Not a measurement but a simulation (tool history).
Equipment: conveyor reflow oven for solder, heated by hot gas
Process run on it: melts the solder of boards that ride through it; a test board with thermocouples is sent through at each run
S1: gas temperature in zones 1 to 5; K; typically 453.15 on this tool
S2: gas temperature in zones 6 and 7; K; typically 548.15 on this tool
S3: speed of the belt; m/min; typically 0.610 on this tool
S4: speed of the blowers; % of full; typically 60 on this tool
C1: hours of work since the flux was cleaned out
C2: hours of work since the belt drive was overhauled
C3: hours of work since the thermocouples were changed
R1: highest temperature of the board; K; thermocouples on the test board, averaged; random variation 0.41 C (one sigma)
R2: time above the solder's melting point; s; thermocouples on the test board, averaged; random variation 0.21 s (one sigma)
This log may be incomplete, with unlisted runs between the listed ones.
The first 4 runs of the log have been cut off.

{"run": 5, "hour": 243.0, "S1": 453.15, "S2": 548.15, "S3": 0.61, "S4": 63, "C1": 129, "C2": 257, "C3": 1451, "R1": 536.05, "R2": 51.0}
{"run": 6, "hour": 279.2, "S1": 453.15, "S2": 548.15, "S3": 0.61, "S4": 60, "C1": 155, "C2": 283, "C3": 1478, "R1": 536.25, "R2": 51.1}
{"hour": 285.8, "done": "thermocouples of zones 6 and 7 changed"}
{"run": 7, "hour": 334.7, "S1": 453.15, "S2": 548.15, "S3": 0.61, "S4": 60, "C1": 194, "C2": 322, "C3": 36, "R1": 532.65, "R2": 49.0}
{"run": 8, "hour": 398.9, "S1": 449.15, "S2": 548.15, "S3": 0.61, "S4": 60, "C1": 241, "C2": 369, "C3": 83, "R1": 531.65, "R2": 47.9}
{"run": 9, "hour": 455.2, "S1": 449.15, "S2": 548.15, "S3": 0.61, "S4": 60, "C1": 282, "C2": 410, "C3": 124, "R1": 531.65, "R2": 47.1}
{"run": 10, "hour": 518.0, "S1": 449.15, "S2": 548.15, "S3": 0.61, "S4": 60, "C1": 328, "C2": 456, "C3": 169, "R1": 531.25, "R2": 47.6}
{"run": 11, "hour": 590.3, "S1": 449.15, "S2": 548.15, "S3": 0.61, "S4": 60, "C1": 381, "C2": 509, "C3": 222, "R1": 530.85, "R2": 47.5}
{"hour": 661.1, "done": "flux residue cleaned out of gas plates and filters"}
{"run": 12, "hour": 677.9, "S1": 449.15, "S2": 548.15, "S3": 0.61, "S4": 60, "C1": 12, "C2": 569, "C3": 282, "R1": 532.15, "R2": 48.3}
{"run": 13, "hour": 737.3, "S1": 449.15, "S2": 548.15, "S3": 0.61, "S4": 60, "C1": 56, "C2": 612, "C3": 326, "R1": 532.25, "R2": 48.3}
{"run": 14, "hour": 805.8, "S1": 456.15, "S2": 548.15, "S3": 0.61, "S4": 60, "C1": 105, "C2": 662, "C3": 376, "R1": 532.85, "R2": 51.0}
{"run": 15, "hour": 863.1, "S1": 453.15, "S2": 548.15, "S3": 0.61, "S4": 60, "C1": 147, "C2": 704, "C3": 417, "R1": 533.05, "R2": 50.0}
{"run": 16, "hour": 940.6, "S1": 453.15, "S2": 548.15, "S3": 0.61, "S4": 60, "C1": 204, "C2": 761, "C3": 474, "R1": 532.95, "R2": 50.0}
{"run": 17, "hour": 988.8, "S1": 453.15, "S2": 538.15, "S3": 0.61, "S4": 62, "C1": 239, "C2": 796, "C3": 509, "R1": 524.95, "R2": 45.8}
{"run": 18, "hour": 1068.2, "S1": 459.15, "S2": 560.15, "S3": 0.592, "S4": 66, "C1": 297, "C2": 854, "C3": 567, "R1": 547.75, "R2": 58.7}
{"run": 19, "hour": 1115.6, "S1": 441.15, "S2": 558.15, "S3": 0.643, "S4": 78, "C1": 331, "C2": 888, "C3": 602, "R1": 543.45, "R2": 48.8}
{"run": 20, "hour": 1152.5, "S1": 444.15, "S2": 560.15, "S3": 0.643, "S4": 78, "C1": 358, "C2": 915, "C3": 628, "R1": 546.05, "R2": 50.2}
{"run": 21, "hour": 1194.4, "S1": 447.15, "S2": 560.15, "S3": 0.502, "S4": 78, "C1": 389, "C2": 946, "C3": 659, "R1": 552.55, "R2": 67.6}
{"hour": 1255.6, "done": "flux residue cleaned out of gas plates and filters"}
{"run": 22, "hour": 1256.0, "S1": 453.15, "S2": 537.15, "S3": 0.496, "S4": 60, "C1": 0, "C2": 987, "C3": 700, "R1": 529.95, "R2": 60.9}
{"run": 23, "hour": 1338.3, "S1": 453.15, "S2": 537.15, "S3": 0.496, "S4": 60, "C1": 60, "C2": 1047, "C3": 760, "R1": 529.95, "R2": 61.1}
{"run": 24, "hour": 1415.6, "S1": 449.15, "S2": 537.15, "S3": 0.623, "S4": 60, "C1": 117, "C2": 1103, "C3": 817, "R1": 523.25, "R2": 42.7}
{"run": 25, "hour": 1460.8, "S1": 449.15, "S2": 549.15, "S3": 0.623, "S4": 79, "C1": 150, "C2": 1136, "C3": 850, "R1": 538.35, "R2": 50.5}

Run 26, settings as shown, results not yet in. Your forecast:
{"run": 26, "hour": 1501.2, "S1": 449.15, "S2": 551.15, "S3": 0.552, "S4": 76, "C1": 179, "C2": 1166, "C3": 879, "R1": "?", "R2": "?"}

Logged for run 26: R1 543.25 K, R2 59.2 s.
With no hidden state in the tool, this same run would have given R1 541.75 K, R2 58.0 s.

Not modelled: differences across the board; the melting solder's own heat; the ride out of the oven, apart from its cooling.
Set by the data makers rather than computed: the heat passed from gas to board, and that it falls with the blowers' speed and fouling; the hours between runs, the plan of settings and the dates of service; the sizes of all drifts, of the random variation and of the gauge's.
